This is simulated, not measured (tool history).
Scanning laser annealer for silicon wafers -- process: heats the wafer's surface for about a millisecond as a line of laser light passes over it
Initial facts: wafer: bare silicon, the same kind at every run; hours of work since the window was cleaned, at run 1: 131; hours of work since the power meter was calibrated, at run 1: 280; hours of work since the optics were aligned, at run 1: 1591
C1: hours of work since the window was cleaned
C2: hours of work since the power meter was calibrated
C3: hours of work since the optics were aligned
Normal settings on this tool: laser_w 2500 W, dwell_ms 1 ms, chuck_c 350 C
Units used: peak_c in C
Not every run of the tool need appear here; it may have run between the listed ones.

Run 1, day 0: usual settings; C1 131; C2 280; C3 1591. Result: peak_c 1094 C.
Run 2, day 0.612: usual settings; C1 142; C2 291; C3 1602. Result: peak_c 1093 C.
Run 3, day 1.05: usual settings but chuck_c 360 C; C1 150; C2 298; C3 1610. Result: peak_c 1102 C.
Run 4, day 1.442: usual settings; C1 157; C2 305; C3 1617. Result: peak_c 1089 C.
Run 5, day 1.825: usual settings but chuck_c 342 C; C1 163; C2 312; C3 1624. Result: peak_c 1081 C.
Run 6, day 2.392: usual settings but chuck_c 342 C; C1 174; C2 322; C3 1634. Result: peak_c 1081 C.
Run 7, day 3.033: usual settings but chuck_c 342 C; C1 185; C2 334; C3 1645. Result: peak_c 1084 C.
Run 8, day 3.712: usual settings but chuck_c 342 C; C1 197; C2 346; C3 1657. Result: peak_c 1080 C.
Run 9, day 4.242: usual settings but chuck_c 342 C; C1 206; C2 355; C3 1667. Result: peak_c 1081 C.
Run 10, day 4.538: usual settings but chuck_c 342 C; C1 212; C2 360; C3 1672. Result: peak_c 1075 C.
Run 11, day 4.862: usual settings but chuck_c 342 C; C1 217; C2 366; C3 1678. Result: peak_c 1079 C.
Run 12, day 5.217: usual settings but chuck_c 326 C; C1 224; C2 372; C3 1684. Result: peak_c 1060 C.
Run 13, day 5.883: usual settings but chuck_c 326 C; C1 236; C2 384; C3 1696. Result: peak_c 1058 C.
Run 14, day 6.362: usual settings but dwell_ms 1.01 ms; C1 244; C2 393; C3 1704. Result: peak_c 1087 C.
Run 15, day 6.779: usual settings but dwell_ms 1.16 ms; C1 252; C2 400; C3 1712. Result: peak_c 1149 C.
Run 16, day 7.371: usual settings but dwell_ms 1.16 ms; C1 262; C2 411; C3 1722. Result: peak_c 1148 C.
At day 7.629: optics aligned, line set to its width.
Run 17, day 7.871: usual settings; C1 267; C2 416; C3 4. Result: peak_c 1076 C.
Run 18, day 8.346: usual settings but dwell_ms 1.25 ms; C1 276; C2 424; C3 13. Result: peak_c 1178 C.
Run 19, day 8.758: usual settings but dwell_ms 1.25 ms; C1 283; C2 432; C3 20. Result: peak_c 1177 C.
Run 20, day 9.075: usual settings but dwell_ms 1.25 ms; C1 289; C2 437; C3 26. Result: peak_c 1175 C.
Run 21, day 9.721: usual settings but dwell_ms 1.25 ms; C1 300; C2 449; C3 37. Result: peak_c 1175 C.
Run 22, day 10: usual settings but laser_w 2161 W, dwell_ms 0.92 ms, chuck_c 333 C; C1 305; C2 454; C3 42. Result: peak_c 929 C.
Run 23, day 10.4: usual settings but laser_w 2636 W, dwell_ms 0.92 ms, chuck_c 333 C; C1 312; C2 461; C3 49. Result: peak_c 1060 C.
Run 24, day 10.817: usual settings but laser_w 2358 W, dwell_ms 1.08 ms, chuck_c 340 C; C1 320; C2 468; C3 57. Result: peak_c 1053 C.
Run 25, day 11.25: usual settings but laser_w 2227 W, dwell_ms 0.93 ms, chuck_c 346 C; C1 327; C2 476; C3 64. Result: peak_c 962 C.
Run 26, day 11.625: usual settings but laser_w 2227 W, dwell_ms 1.12 ms, chuck_c 362 C; C1 334; C2 483; C3 71. Result: peak_c 1051 C.
At day 11.892: optics aligned, line set to its width, once more.
Run 27, day 12.417: usual settings but laser_w 2227 W, dwell_ms 0.97 ms, chuck_c 374 C; C1 344; C2 493; C3 9. Result: peak_c 1021 C.
Run 28, day 12.833: usual settings but laser_w 2175 W; C1 352; C2 500; C3 17. Result: peak_c 996 C.
Run 29, day 13.483: usual settings but laser_w 2717 W; C1 363; C2 512; C3 28. Result: peak_c 1154 C.
Run 30, day 13.846: usual settings but laser_w 2717 W; C1 370; C2 519; C3 35. Result: peak_c 1149 C.
Run 31, day 14.258: usual settings but laser_w 2254 W, dwell_ms 0.7 ms, chuck_c 351 C; C1 377; C2 526; C3 42. Result: peak_c 889 C.
Run 32, day 14.688: usual settings but laser_w 2254 W, dwell_ms 0.7 ms, chuck_c 351 C; C1 385; C2 533; C3 50. Result: peak_c 887 C.
Run 33, day 15.296: usual settings but laser_w 2713 W; C1 396; C2 544; C3 60. Result: peak_c 1145 C.
Run 34, day 15.679: usual settings but laser_w 2536 W, dwell_ms 0.76 ms, chuck_c 380 C; C1 402; C2 551; C3 67. Result: peak_c 1016 C.
Run 35, day 16.204: usual settings but laser_w 2189 W, dwell_ms 1.06 ms, chuck_c 374 C; C1 412; C2 560; C3 77. Result: peak_c 1039 C.
At day 16.446: window over the wafer cleaned.
Run 36, day 16.771: usual settings but laser_w 2189 W, dwell_ms 1.06 ms, chuck_c 374 C; C1 6; C2 569; C3 85. Result: peak_c 1068 C.
Run 37, day 17.133: usual settings but chuck_c 354 C; C1 12; C2 575; C3 92. Result: peak_c 1118 C.
Run 38, day 17.8: usual settings but laser_w 2719 W, dwell_ms 0.92 ms, chuck_c 365 C; C1 24; C2 587; C3 104. Result: peak_c 1157 C.
Run 39, day 18.229: usual settings but laser_w 2519 W, chuck_c 365 C; C1 32; C2 595; C3 111. Result: peak_c 1135 C.
Run 40, day 18.788: usual settings but dwell_ms 0.96 ms, chuck_c 318 C; C1 42; C2 605; C3 121. Result: peak_c 1064 C.
Run 41, day 19.221: usual settings but laser_w 2133 W, dwell_ms 0.96 ms, chuck_c 318 C; C1 49; C2 613; C3 129. Result: peak_c 952 C.

Here are 4 independent what-if runs from the current tool condition. What would each one return?
Run A, day 19.583: usual settings but laser_w 2155 W, dwell_ms 0.96 ms, chuck_c 318 C; C1 56; C2 619; C3 135. Result: peak_c ?.
Run B, day 19.583: usual settings but laser_w 2133 W, dwell_ms 0.77 ms, chuck_c 333 C; C1 56; C2 619; C3 135. Result: peak_c ?.
Run C, day 19.583: usual settings but laser_w 2704 W, dwell_ms 0.79 ms; C1 56; C2 619; C3 135. Result: peak_c ?.
Run D, day 19.583: usual settings but laser_w 2154 W, chuck_c 384 C; C1 56; C2 619; C3 135. Result: peak_c ?.

run  peak_c
  A     957
  B     892
  C    1067
  D    1042
Without the tool's unlogged condition, the same runs would have read:
run  peak_c
  A     962
  B     897
  C    1073
  D    1048
